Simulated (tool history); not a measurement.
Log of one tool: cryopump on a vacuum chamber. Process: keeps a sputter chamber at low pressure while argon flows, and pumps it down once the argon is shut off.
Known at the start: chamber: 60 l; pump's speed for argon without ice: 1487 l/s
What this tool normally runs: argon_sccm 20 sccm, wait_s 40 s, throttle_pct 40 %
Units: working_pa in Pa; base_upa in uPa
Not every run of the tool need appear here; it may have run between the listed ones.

{"run": 1, "hour": 0.0, "argon_sccm": 20, "wait_s": 40, "throttle_pct": 40, "working_pa": 0.0574, "base_upa": 1.31}
{"run": 2, "hour": 30.0, "argon_sccm": 20, "wait_s": 40, "throttle_pct": 40, "working_pa": 0.0578, "base_upa": 1.31}
{"run": 3, "hour": 63.9, "argon_sccm": 20, "wait_s": 40, "throttle_pct": 40, "working_pa": 0.0582, "base_upa": 1.38}
{"run": 4, "hour": 93.9, "argon_sccm": 20, "wait_s": 40, "throttle_pct": 40, "working_pa": 0.0578, "base_upa": 1.4}
{"run": 5, "hour": 140.9, "argon_sccm": 35, "wait_s": 40, "throttle_pct": 40, "working_pa": 0.1019, "base_upa": 1.37}
{"run": 6, "hour": 164.6, "argon_sccm": 35, "wait_s": 40, "throttle_pct": 40, "working_pa": 0.1017, "base_upa": 1.44}
{"run": 7, "hour": 205.2, "argon_sccm": 35, "wait_s": 40, "throttle_pct": 40, "working_pa": 0.102, "base_upa": 1.37}
{"run": 8, "hour": 231.3, "argon_sccm": 35, "wait_s": 40, "throttle_pct": 40, "working_pa": 0.1025, "base_upa": 1.42}
{"run": 9, "hour": 274.1, "argon_sccm": 13, "wait_s": 40, "throttle_pct": 40, "working_pa": 0.0379, "base_upa": 1.51}
{"run": 10, "hour": 313.8, "argon_sccm": 13, "wait_s": 40, "throttle_pct": 40, "working_pa": 0.038, "base_upa": 1.4}
{"run": 11, "hour": 359.5, "argon_sccm": 13, "wait_s": 40, "throttle_pct": 40, "working_pa": 0.038, "base_upa": 1.48}
{"run": 12, "hour": 382.4, "argon_sccm": 13, "wait_s": 40, "throttle_pct": 40, "working_pa": 0.0388, "base_upa": 1.49}
{"run": 13, "hour": 418.6, "argon_sccm": 13, "wait_s": 40, "throttle_pct": 40, "working_pa": 0.0386, "base_upa": 1.53}
{"run": 14, "hour": 445.4, "argon_sccm": 13, "wait_s": 40, "throttle_pct": 40, "working_pa": 0.039, "base_upa": 1.48}
{"run": 15, "hour": 484.6, "argon_sccm": 31, "wait_s": 40, "throttle_pct": 40, "working_pa": 0.0922, "base_upa": 1.53}
{"run": 16, "hour": 515.2, "argon_sccm": 15, "wait_s": 40, "throttle_pct": 40, "working_pa": 0.0453, "base_upa": 1.52}
{"run": 17, "hour": 538.3, "argon_sccm": 15, "wait_s": 44, "throttle_pct": 58, "working_pa": 0.0314, "base_upa": 1.44}
{"run": 18, "hour": 566.6, "argon_sccm": 15, "wait_s": 259, "throttle_pct": 52, "working_pa": 0.0348, "base_upa": 0.84}
{"run": 19, "hour": 589.7, "argon_sccm": 27, "wait_s": 56, "throttle_pct": 16, "working_pa": 0.1962, "base_upa": 1.32}
{"run": 20, "hour": 617.2, "argon_sccm": 27, "wait_s": 56, "throttle_pct": 16, "working_pa": 0.1968, "base_upa": 1.34}
{"run": 21, "hour": 657.7, "argon_sccm": 15, "wait_s": 121, "throttle_pct": 18, "working_pa": 0.0973, "base_upa": 1.01}
{"run": 22, "hour": 691.9, "argon_sccm": 15, "wait_s": 24, "throttle_pct": 18, "working_pa": 0.097, "base_upa": 2.22}
{"run": 23, "hour": 736.2, "argon_sccm": 20, "wait_s": 40, "throttle_pct": 33, "working_pa": 0.0731, "base_upa": 1.58}
{"run": 24, "hour": 764.1, "argon_sccm": 20, "wait_s": 40, "throttle_pct": 33, "working_pa": 0.0732, "base_upa": 1.73}
{"run": 25, "hour": 792.4, "argon_sccm": 13, "wait_s": 40, "throttle_pct": 16, "working_pa": 0.0955, "base_upa": 1.74}
{"hour": 820.5, "done": "pump warmed up, emptied and cooled again"}
{"run": 26, "hour": 840.0, "argon_sccm": 30, "wait_s": 242, "throttle_pct": 49, "working_pa": 0.0699, "base_upa": 0.84}
{"run": 27, "hour": 867.3, "argon_sccm": 36, "wait_s": 163, "throttle_pct": 39, "working_pa": 0.1058, "base_upa": 0.9}
{"run": 28, "hour": 903.7, "argon_sccm": 22, "wait_s": 85, "throttle_pct": 40, "working_pa": 0.0628, "base_upa": 1.12}
{"run": 29, "hour": 946.1, "argon_sccm": 11, "wait_s": 50, "throttle_pct": 32, "working_pa": 0.0397, "base_upa": 1.39}
{"run": 30, "hour": 966.8, "argon_sccm": 20, "wait_s": 223, "throttle_pct": 25, "working_pa": 0.0918, "base_upa": 0.88}

Here are 3 independent what-if runs from the current tool condition. What would each one return?
{"run": "A", "hour": 998.3, "argon_sccm": 20, "wait_s": 21, "throttle_pct": 20, "working_pa": "?", "base_upa": "?"}
{"run": "B", "hour": 998.3, "argon_sccm": 10, "wait_s": 28, "throttle_pct": 45, "working_pa": "?", "base_upa": "?"}
{"run": "C", "hour": 998.3, "argon_sccm": 19, "wait_s": 47, "throttle_pct": 38, "working_pa": "?", "base_upa": "?"}

run=A working_pa=0.1146 base_upa=2.45
run=B working_pa=0.0256 base_upa=1.96
run=C working_pa=0.0573 base_upa=1.51
Stripped of hidden state, with their random variation kept, the same runs would have yielded:
run=A working_pa=0.1136 base_upa=1.9
run=B working_pa=0.0251 base_upa=1.42
run=C working_pa=0.0564 base_upa=0.97

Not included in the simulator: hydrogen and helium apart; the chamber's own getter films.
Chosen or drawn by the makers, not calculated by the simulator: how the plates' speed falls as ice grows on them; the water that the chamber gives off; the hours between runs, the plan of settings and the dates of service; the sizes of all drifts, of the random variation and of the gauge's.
